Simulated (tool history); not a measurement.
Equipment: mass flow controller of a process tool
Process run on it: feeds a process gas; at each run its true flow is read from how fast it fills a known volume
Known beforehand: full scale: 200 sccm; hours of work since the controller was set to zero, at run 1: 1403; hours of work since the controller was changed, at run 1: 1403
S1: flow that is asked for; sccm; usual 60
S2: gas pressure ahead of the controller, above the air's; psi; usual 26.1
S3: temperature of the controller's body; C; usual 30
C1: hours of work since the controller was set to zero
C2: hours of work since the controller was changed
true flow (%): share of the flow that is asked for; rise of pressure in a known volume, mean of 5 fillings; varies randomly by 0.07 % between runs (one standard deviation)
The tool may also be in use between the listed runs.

Run 1, hour 0: usual settings; C1 1403; C2 1403. Result: true flow (%) 97.89.
Run 2, hour 96.5: usual settings; C1 1466; C2 1466. Result: true flow (%) 98.02.
Run 3, hour 197.2: usual settings; C1 1532; C2 1532. Result: true flow (%) 97.89.
Run 4, hour 308.9: usual settings but S1 196 sccm; C1 1605; C2 1605. Result: true flow (%) 99.9.
Run 5, hour 419.7: usual settings but S1 196 sccm; C1 1677; C2 1677. Result: true flow (%) 99.91.
Run 6, hour 493.6: usual settings but S1 49 sccm; C1 1726; C2 1726. Result: true flow (%) 97.85.
Run 7, hour 603.1: usual settings but S1 22 sccm; C1 1797; C2 1797. Result: true flow (%) 97.48.
Run 8, hour 737.4: usual settings but S1 22 sccm; C1 1885; C2 1885. Result: true flow (%) 97.35.
Run 9, hour 813.2: usual settings but S1 22 sccm; C1 1934; C2 1934. Result: true flow (%) 97.38.
Run 10, hour 920.1: usual settings but S1 22 sccm; C1 2004; C2 2004. Result: true flow (%) 97.61.
Run 11, hour 1053.7: usual settings but S1 153 sccm; C1 2091; C2 2091. Result: true flow (%) 99.18.
Run 12, hour 1118.5: usual settings; C1 2133; C2 2133. Result: true flow (%) 98.09.
Run 13, hour 1253.9: usual settings; C1 2222; C2 2222. Result: true flow (%) 97.9.
Run 14, hour 1377.4: usual settings but S1 42 sccm; C1 2302; C2 2302. Result: true flow (%) 97.65.
Run 15, hour 1509.8: usual settings but S3 22 C; C1 2389; C2 2389. Result: true flow (%) 98.16.
Run 16, hour 1616.1: usual settings but S1 51 sccm, S2 25.5 psi; C1 2458; C2 2458. Result: true flow (%) 97.79.
Run 17, hour 1703.2: usual settings but S1 51 sccm, S2 25.5 psi; C1 2515; C2 2515. Result: true flow (%) 97.8.
Run 18, hour 1790: usual settings but S1 30 sccm, S3 31 C; C1 2572; C2 2572. Result: true flow (%) 97.46.
Run 19, hour 1920.5: usual settings but S2 28.7 psi; C1 2657; C2 2657. Result: true flow (%) 98.02.
Run 20, hour 2038.1: usual settings but S1 130 sccm, S2 28.7 psi, S3 26 C; C1 2734; C2 2734. Result: true flow (%) 98.96.
Run 21, hour 2123.7: usual settings but S1 124 sccm, S2 28 psi, S3 26 C; C1 2789; C2 2789. Result: true flow (%) 98.99.
Run 22, hour 2186.1: usual settings but S1 59 sccm, S2 28 psi, S3 26 C; C1 2830; C2 2830. Result: true flow (%) 98.05.
Run 23, hour 2306.6: usual settings but S1 124 sccm, S2 22.5 psi; C1 2909; C2 2909. Result: true flow (%) 98.88.
Run 24, hour 2418.7: usual settings but S2 23.8 psi, S3 23 C; C1 2982; C2 2982. Result: true flow (%) 98.14.
Run 25, hour 2544.6: usual settings but S1 47 sccm, S2 33.9 psi, S3 28 C; C1 3064; C2 3064. Result: true flow (%) 97.73.
Run 26, hour 2650.4: usual settings but S1 34 sccm, S2 39.3 psi, S3 24 C; C1 3133; C2 3133. Result: true flow (%) 97.61.
Run 27, hour 2764.2: usual settings but S1 162 sccm, S2 35.4 psi, S3 31 C; C1 3207; C2 3207. Result: true flow (%) 99.1.
Run 28, hour 2885.8: usual settings but S1 20 sccm, S3 27 C; C1 3287; C2 3287. Result: true flow (%) 97.4.
Run 29, hour 3008.9: usual settings but S1 20 sccm, S3 27 C; C1 3367; C2 3367. Result: true flow (%) 97.52.

Branching from run 29: 4 alternative next runs. What would each branch give?
Run A, hour 3108.6: usual settings but S1 20 sccm; C1 3432; C2 3432. Result: true flow (%) ?.
Run B, hour 3108.6: usual settings but S3 32 C; C1 3432; C2 3432. Result: true flow (%) ?.
Run C, hour 3108.6: usual settings but S1 20 sccm, S2 20.7 psi, S3 24 C; C1 3432; C2 3432. Result: true flow (%) ?.
Run D, hour 3108.6: usual settings but S2 40.3 psi; C1 3432; C2 3432. Result: true flow (%) ?.

run  true flow (%)
  A          97.42
  B           97.9
  C          97.63
  D          97.85
The same runs, with their run-to-run variation unchanged, on a tool lacking any hidden condition would have given:
run  true flow (%)
  A          97.45
  B          97.91
  C          97.66
  D          97.86

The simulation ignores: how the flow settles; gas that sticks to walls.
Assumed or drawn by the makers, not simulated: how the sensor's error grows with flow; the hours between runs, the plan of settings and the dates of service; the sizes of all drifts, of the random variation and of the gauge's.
